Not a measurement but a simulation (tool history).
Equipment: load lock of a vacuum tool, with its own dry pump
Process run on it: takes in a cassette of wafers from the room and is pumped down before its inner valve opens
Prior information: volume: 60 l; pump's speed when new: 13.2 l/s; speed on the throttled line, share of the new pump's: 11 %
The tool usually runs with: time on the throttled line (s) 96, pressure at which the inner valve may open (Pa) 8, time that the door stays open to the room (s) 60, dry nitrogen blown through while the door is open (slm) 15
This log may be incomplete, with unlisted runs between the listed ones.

run    hour  time on the throttled line (s)  pressure at which the inner valve may open (Pa)  time that the door stays open to the room (s)  dry nitrogen blown through while the door is open (slm)  incoming humidity of the room's air, %  time from the closed door until the inner valve may open (s)  rise of the pressure with all valves shut (Pa/min)
  1     0.0                              96                                                8                                             60                                                       15                                    42.7                                                         130.1                                               0.033
  2   176.1                              96                                                8                                             60                                                       15                                    49.0                                                         128.7                                               0.040
  3   310.5                              96                                                8                                             60                                                       15                                    44.7                                                         128.5                                               0.034
  4   487.7                              96                                                8                                             60                                                       15                                    44.5                                                         128.3                                               0.033
      540.0  -- door's seal changed, seat wiped
  5   713.0                             114                                                8                                             60                                                       15                                    44.6                                                         143.5                                               0.044
  6   887.9                              96                                               11                                             60                                                       15                                    44.9                                                         126.9                                               0.039
  7  1128.5                              96                                               11                                             60                                                       15                                    43.8                                                         125.9                                               0.034
  8  1346.2                             123                                                9                                            236                                                       15                                    45.8                                                         152.4                                               0.070
  9  1532.4                              96                                                8                                            178                                                       15                                    47.4                                                         127.7                                               0.061
 10  1786.6                              96                                                8                                            178                                                       15                                    44.5                                                         129.2                                               0.065
 11  1961.3                              96                                                8                                             46                                                       33                                    44.1                                                         128.3                                               0.018
 12  2121.5                              81                                                8                                            221                                                       12                                    47.6                                                         115.4                                               0.078
 13  2250.6                              96                                               10                                            189                                                       15                                    43.3                                                         126.5                                               0.067

Below are 3 alternative next runs, each starting from the tool's condition after run 13. Predict each:
  A  2527.0                              66                                                7                                            136                                                       15                                    45.2                                                             ?                                                   ?
  B  2527.0                              96                                               12                                             43                                                        8                                    44.9                                                             ?                                                   ?
  C  2527.0                              52                                                8                                             60                                                       15                                    44.8                                                             ?                                                   ?

run  time from the closed door until the inner valve may open (s)  rise of the pressure with all valves shut (Pa/min)
  A                                                         102.4                                               0.058
  B                                                         125.4                                               0.040
  C                                                          89.7                                               0.034
With no hidden state in the tool, these same runs would have given:
run  time from the closed door until the inner valve may open (s)  rise of the pressure with all valves shut (Pa/min)
  A                                                         102.4                                               0.057
  B                                                         125.4                                               0.040
  C                                                          89.7                                               0.034
